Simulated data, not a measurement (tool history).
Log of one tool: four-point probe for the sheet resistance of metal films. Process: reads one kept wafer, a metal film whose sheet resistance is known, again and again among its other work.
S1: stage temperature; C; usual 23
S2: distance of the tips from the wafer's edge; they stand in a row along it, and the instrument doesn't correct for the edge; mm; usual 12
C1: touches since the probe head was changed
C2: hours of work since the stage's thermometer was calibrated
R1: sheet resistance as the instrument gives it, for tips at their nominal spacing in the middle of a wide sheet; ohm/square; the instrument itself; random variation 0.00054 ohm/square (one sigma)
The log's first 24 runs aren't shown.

run	hour	S1	S2	C1	C2	R1
25	1372.4	31	5	23953	202	2.786179
26	1431.8	26	20	26241	228	2.698912
27	1464.7	32	44	27511	243	2.695863
28	1525.7	27	72	29859	270	2.693518
29	1603.6	29	6	32862	305	2.755931
30	1679.2	29	6	35774	339	2.754172
31	1751.7	23	10	38567	371	2.711922
32	1825.6	23	12	41417	405	2.704239

3 ways to go on from here, each from the tool as it stands after run 32. What would each give?
A	1879.5	22	13	43492	429	?
B	1879.5	30	65	43492	429	?
C	1879.5	19	4	43492	429	?

run	R1
A	2.701400
B	2.690728
C	2.824124
Without the tool's hidden state the same runs would have given:
run	R1
A	2.688005
B	2.677436
C	2.810144
